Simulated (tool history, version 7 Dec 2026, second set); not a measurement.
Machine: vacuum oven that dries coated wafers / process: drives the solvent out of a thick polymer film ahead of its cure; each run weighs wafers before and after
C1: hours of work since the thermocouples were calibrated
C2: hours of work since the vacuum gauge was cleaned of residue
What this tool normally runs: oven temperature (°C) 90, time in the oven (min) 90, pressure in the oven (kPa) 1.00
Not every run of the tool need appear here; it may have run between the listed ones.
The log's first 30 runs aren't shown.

run 31 day=39.317 | oven_temperature_(°C)=82 time_in_the_oven_(min)=152 pressure_in_the_oven_(kPa)=1.22 | C1=40 C2=1919 | solvent_left_in_the_film_(%)=2.72
run 32 day=40.258 | oven_temperature_(°C)=87 time_in_the_oven_(min)=152 pressure_in_the_oven_(kPa)=2.27 | C1=56 C2=1935 | solvent_left_in_the_film_(%)=2.90
run 33 day=41.550 | oven_temperature_(°C)=81 time_in_the_oven_(min)=49 pressure_in_the_oven_(kPa)=0.90 | C1=77 C2=1956 | solvent_left_in_the_film_(%)=8.64
run 34 day=42.658 | oven_temperature_(°C)=98 time_in_the_oven_(min)=49 pressure_in_the_oven_(kPa)=3.00 | C1=95 C2=1974 | solvent_left_in_the_film_(%)=3.69
run 35 day=43.646 | oven_temperature_(°C)=82 time_in_the_oven_(min)=52 pressure_in_the_oven_(kPa)=2.90 | C1=112 C2=1991 | solvent_left_in_the_film_(%)=9.53
run 36 day=44.567 | oven_temperature_(°C)=90 time_in_the_oven_(min)=95 pressure_in_the_oven_(kPa)=1.59 | C1=127 C2=2006 | solvent_left_in_the_film_(%)=2.59
run 37 day=45.717 | oven_temperature_(°C)=90 time_in_the_oven_(min)=95 pressure_in_the_oven_(kPa)=1.59 | C1=146 C2=2025 | solvent_left_in_the_film_(%)=2.64
run 38 day=46.825 | oven_temperature_(°C)=88 time_in_the_oven_(min)=109 pressure_in_the_oven_(kPa)=1.00 | C1=165 C2=2044 | solvent_left_in_the_film_(%)=2.10

3 options for the next run, each taken on its own from the tool as it stands now. Forecast them:
run A day=48.183 | oven_temperature_(°C)=90 time_in_the_oven_(min)=120 pressure_in_the_oven_(kPa)=1.00 | C1=187 C2=2066 | solvent_left_in_the_film_(%)=?
run B day=48.183 | oven_temperature_(°C)=94 time_in_the_oven_(min)=97 pressure_in_the_oven_(kPa)=1.00 | C1=187 C2=2066 | solvent_left_in_the_film_(%)=?
run C day=48.183 | oven_temperature_(°C)=81 time_in_the_oven_(min)=129 pressure_in_the_oven_(kPa)=0.58 | C1=187 C2=2066 | solvent_left_in_the_film_(%)=?

run=A solvent_left_in_the_film_(%)=1.59
run=B solvent_left_in_the_film_(%)=1.45
run=C solvent_left_in_the_film_(%)=2.78
With no hidden state in the tool, these same runs would have given:
run=A solvent_left_in_the_film_(%)=1.15
run=B solvent_left_in_the_film_(%)=1.07
run=C solvent_left_in_the_film_(%)=2.16

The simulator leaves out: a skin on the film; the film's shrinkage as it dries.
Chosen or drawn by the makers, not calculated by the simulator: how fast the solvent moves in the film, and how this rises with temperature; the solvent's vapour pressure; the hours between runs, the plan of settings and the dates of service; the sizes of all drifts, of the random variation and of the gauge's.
